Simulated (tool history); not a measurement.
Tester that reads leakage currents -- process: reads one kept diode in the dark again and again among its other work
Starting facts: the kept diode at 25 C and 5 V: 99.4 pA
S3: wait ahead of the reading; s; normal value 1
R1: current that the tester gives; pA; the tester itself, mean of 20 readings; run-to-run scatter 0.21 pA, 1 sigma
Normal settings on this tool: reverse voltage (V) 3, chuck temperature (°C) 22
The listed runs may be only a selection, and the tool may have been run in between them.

run 1 hour=0 | reverse_voltage_(V)=3 chuck_temperature_(°C)=22 S3=1 | R1=77.38
run 2 hour=115.2 | reverse_voltage_(V)=3 chuck_temperature_(°C)=22 S3=1 | R1=78.63
run 3 hour=259.3 | reverse_voltage_(V)=3 chuck_temperature_(°C)=22 S3=1 | R1=79.47
run 4 hour=345.3 | reverse_voltage_(V)=3 chuck_temperature_(°C)=22 S3=1 | R1=80.42
run 5 hour=454.9 | reverse_voltage_(V)=3 chuck_temperature_(°C)=22 S3=1 | R1=80.92
run 6 hour=599 | reverse_voltage_(V)=3 chuck_temperature_(°C)=22 S3=1 | R1=82.13
run 7 hour=688.5 | reverse_voltage_(V)=3 chuck_temperature_(°C)=22 S3=1 | R1=82.79
run 8 hour=753.4 | reverse_voltage_(V)=3.58 chuck_temperature_(°C)=22 S3=1 | R1=89.41
run 9 hour=826.2 | reverse_voltage_(V)=3.58 chuck_temperature_(°C)=22 S3=1 | R1=89.58
run 10 hour=931 | reverse_voltage_(V)=3.58 chuck_temperature_(°C)=22 S3=1 | R1=90.42
-- hour=995.5 chuck's temperature calibrated
run 11 hour=1028.8 | reverse_voltage_(V)=3.58 chuck_temperature_(°C)=22 S3=1 | R1=75.79
run 12 hour=1151.1 | reverse_voltage_(V)=3.58 chuck_temperature_(°C)=22 S3=1 | R1=76.92
run 13 hour=1278.9 | reverse_voltage_(V)=3.58 chuck_temperature_(°C)=22 S3=1 | R1=77.75
run 14 hour=1365.5 | reverse_voltage_(V)=1.83 chuck_temperature_(°C)=45 S3=0.38 | R1=343.1
run 15 hour=1457.8 | reverse_voltage_(V)=2.73 chuck_temperature_(°C)=45 S3=1.76 | R1=389.79
run 16 hour=1581.1 | reverse_voltage_(V)=2.73 chuck_temperature_(°C)=45 S3=1.76 | R1=393.21
-- hour=1636.9 probe card cleaned and baked
run 17 hour=1703.2 | reverse_voltage_(V)=6.24 chuck_temperature_(°C)=40 S3=2.6 | R1=354.95
run 18 hour=1780.6 | reverse_voltage_(V)=6.53 chuck_temperature_(°C)=24 S3=1 | R1=108.48

Run 19 has not been measured yet. What should we expect?
run 19 hour=1857.6 | reverse_voltage_(V)=6.53 chuck_temperature_(°C)=24 S3=1 | R1=?

R1: 109.96 pA
If the tool had no hidden condition, the same run with the same run-to-run variation would have returned R1 101.51 pA.
